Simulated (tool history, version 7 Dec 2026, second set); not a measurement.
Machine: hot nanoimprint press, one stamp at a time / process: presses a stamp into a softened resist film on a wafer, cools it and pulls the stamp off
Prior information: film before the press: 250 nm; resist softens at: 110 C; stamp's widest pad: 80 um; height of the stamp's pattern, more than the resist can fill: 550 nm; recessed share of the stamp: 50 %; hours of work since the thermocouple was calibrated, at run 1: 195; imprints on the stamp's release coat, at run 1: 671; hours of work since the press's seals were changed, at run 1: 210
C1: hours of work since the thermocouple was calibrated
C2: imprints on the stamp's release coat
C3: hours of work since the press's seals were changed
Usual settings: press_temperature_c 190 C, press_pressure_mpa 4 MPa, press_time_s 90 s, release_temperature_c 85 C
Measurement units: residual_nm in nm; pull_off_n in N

run 1 hour=0 | press_temperature_c=190 press_pressure_mpa=4 press_time_s=90 release_temperature_c=85 | C1=195 C2=671 C3=210 | residual_nm=114.7 pull_off_n=180
run 2 hour=6 | press_temperature_c=190 press_pressure_mpa=4 press_time_s=90 release_temperature_c=85 | C1=199 C2=703 C3=214 | residual_nm=117.3 pull_off_n=175
run 3 hour=15 | press_temperature_c=190 press_pressure_mpa=3.29 press_time_s=90 release_temperature_c=85 | C1=206 C2=752 C3=221 | residual_nm=124.8 pull_off_n=185
run 4 hour=21.5 | press_temperature_c=190 press_pressure_mpa=3.29 press_time_s=90 release_temperature_c=85 | C1=211 C2=788 C3=226 | residual_nm=125.9 pull_off_n=184
run 5 hour=27.9 | press_temperature_c=190 press_pressure_mpa=3.29 press_time_s=90 release_temperature_c=85 | C1=216 C2=822 C3=230 | residual_nm=126.8 pull_off_n=196
run 6 hour=33.2 | press_temperature_c=190 press_pressure_mpa=3.29 press_time_s=88 release_temperature_c=85 | C1=219 C2=852 C3=234 | residual_nm=126.2 pull_off_n=194
run 7 hour=43.4 | press_temperature_c=190 press_pressure_mpa=2.68 press_time_s=90 release_temperature_c=85 | C1=227 C2=907 C3=242 | residual_nm=135.8 pull_off_n=193
run 8 hour=48.5 | press_temperature_c=190 press_pressure_mpa=4 press_time_s=90 release_temperature_c=85 | C1=231 C2=935 C3=245 | residual_nm=115.8 pull_off_n=197
run 9 hour=54.7 | press_temperature_c=190 press_pressure_mpa=4 press_time_s=90 release_temperature_c=85 | C1=235 C2=968 C3=250 | residual_nm=116.7 pull_off_n=195
run 10 hour=63.5 | press_temperature_c=190 press_pressure_mpa=4 press_time_s=90 release_temperature_c=78 | C1=242 C2=1016 C3=256 | residual_nm=115.9 pull_off_n=231
run 11 hour=72.7 | press_temperature_c=190 press_pressure_mpa=5.96 press_time_s=90 release_temperature_c=85 | C1=248 C2=1066 C3=263 | residual_nm=98.3 pull_off_n=206
run 12 hour=79.1 | press_temperature_c=190 press_pressure_mpa=5.96 press_time_s=112 release_temperature_c=85 | C1=253 C2=1101 C3=268 | residual_nm=88.7 pull_off_n=200
run 13 hour=88.9 | press_temperature_c=190 press_pressure_mpa=4.07 press_time_s=90 release_temperature_c=85 | C1=260 C2=1155 C3=275 | residual_nm=116 pull_off_n=210
run 14 hour=97.1 | press_temperature_c=190 press_pressure_mpa=4.07 press_time_s=90 release_temperature_c=85 | C1=266 C2=1199 C3=281 | residual_nm=115 pull_off_n=222
run 15 hour=102.2 | press_temperature_c=190 press_pressure_mpa=4.07 press_time_s=90 release_temperature_c=85 | C1=270 C2=1227 C3=285 | residual_nm=114.9 pull_off_n=220
run 16 hour=111.9 | press_temperature_c=190 press_pressure_mpa=4.07 press_time_s=90 release_temperature_c=85 | C1=277 C2=1280 C3=292 | residual_nm=116.6 pull_off_n=215
run 17 hour=119.1 | press_temperature_c=190 press_pressure_mpa=4.07 press_time_s=90 release_temperature_c=85 | C1=282 C2=1319 C3=297 | residual_nm=116.8 pull_off_n=217
-- hour=122.8 plate thermocouple calibrated
run 18 hour=130.5 | press_temperature_c=190 press_pressure_mpa=4 press_time_s=136 release_temperature_c=85 | C1=6 C2=1364 C3=303 | residual_nm=102.1 pull_off_n=230
run 19 hour=140.5 | press_temperature_c=182 press_pressure_mpa=4 press_time_s=152 release_temperature_c=85 | C1=13 C2=1419 C3=311 | residual_nm=136.4 pull_off_n=238
run 20 hour=146.3 | press_temperature_c=199 press_pressure_mpa=4 press_time_s=62 release_temperature_c=85 | C1=17 C2=1450 C3=315 | residual_nm=101.7 pull_off_n=230
run 21 hour=152 | press_temperature_c=189 press_pressure_mpa=5.98 press_time_s=46 release_temperature_c=79 | C1=21 C2=1482 C3=319 | residual_nm=133.3 pull_off_n=268
run 22 hour=159.6 | press_temperature_c=190 press_pressure_mpa=4 press_time_s=140 release_temperature_c=76 | C1=27 C2=1523 C3=325 | residual_nm=102.2 pull_off_n=284
-- hour=168.4 stamp cleaned and given a new release coat
-- hour=172.2 plate thermocouple calibrated, once more
run 23 hour=174.5 | press_temperature_c=193 press_pressure_mpa=4 press_time_s=51 release_temperature_c=85 | C1=2 C2=17 C3=329 | residual_nm=123.9 pull_off_n=134
run 24 hour=183.7 | press_temperature_c=190 press_pressure_mpa=5.23 press_time_s=136 release_temperature_c=85 | C1=8 C2=67 C3=336 | residual_nm=84.6 pull_off_n=145
run 25 hour=189 | press_temperature_c=190 press_pressure_mpa=5.23 press_time_s=136 release_temperature_c=85 | C1=12 C2=96 C3=340 | residual_nm=82.4 pull_off_n=146
run 26 hour=194 | press_temperature_c=190 press_pressure_mpa=4 press_time_s=90 release_temperature_c=74 | C1=16 C2=123 C3=343 | residual_nm=110 pull_off_n=186
run 27 hour=201.6 | press_temperature_c=184 press_pressure_mpa=4 press_time_s=90 release_temperature_c=85 | C1=22 C2=165 C3=349 | residual_nm=138.8 pull_off_n=147
run 28 hour=211.8 | press_temperature_c=184 press_pressure_mpa=4 press_time_s=90 release_temperature_c=85 | C1=29 C2=220 C3=356 | residual_nm=138.8 pull_off_n=154
run 29 hour=219.5 | press_temperature_c=184 press_pressure_mpa=4 press_time_s=90 release_temperature_c=85 | C1=35 C2=262 C3=362 | residual_nm=137.6 pull_off_n=151
run 30 hour=226.9 | press_temperature_c=184 press_pressure_mpa=4 press_time_s=90 release_temperature_c=85 | C1=40 C2=302 C3=367 | residual_nm=138.8 pull_off_n=154

Some steps in residual_nm, run to run, broken into two amounts with sign: the step expected even without the hidden condition (settings, incoming material, random variation), and the rest, left for the hidden condition together with whatever gauge scatter is not in both the measured and the hidden-condition-free result:
Unlogged tool condition in this case: true temperature over the reading, C; pressure that arrives at the usual setting, %; grip of the stamp's worn release coat, % over a new coat's; drift of the gauge itself on residual_nm, %; drift of the gauge itself on pull_off_n, %.
Run 18 -> 19: press_temperature_c 190 -> 182, press_time_s 136 -> 152. residual_nm +34.3 nm: hidden state +2.9, all else +31.4.
Run 19 -> 20: press_temperature_c 182 -> 199, press_time_s 152 -> 62. residual_nm -34.7 nm: hidden state -3.7, all else -31.
Run 22 -> 23: press_temperature_c 190 -> 193, press_time_s 140 -> 51, release_temperature_c 76 -> 85, stamp cleaned and given a new release coat, plate thermocouple calibrated, once more. residual_nm +21.7 nm: hidden state -9.4, all else +31.1.
Run 23 -> 24: press_temperature_c 193 -> 190, press_pressure_mpa 4 -> 5.23, press_time_s 51 -> 136. residual_nm -39.3 nm: hidden state +0.2, all else -39.5.
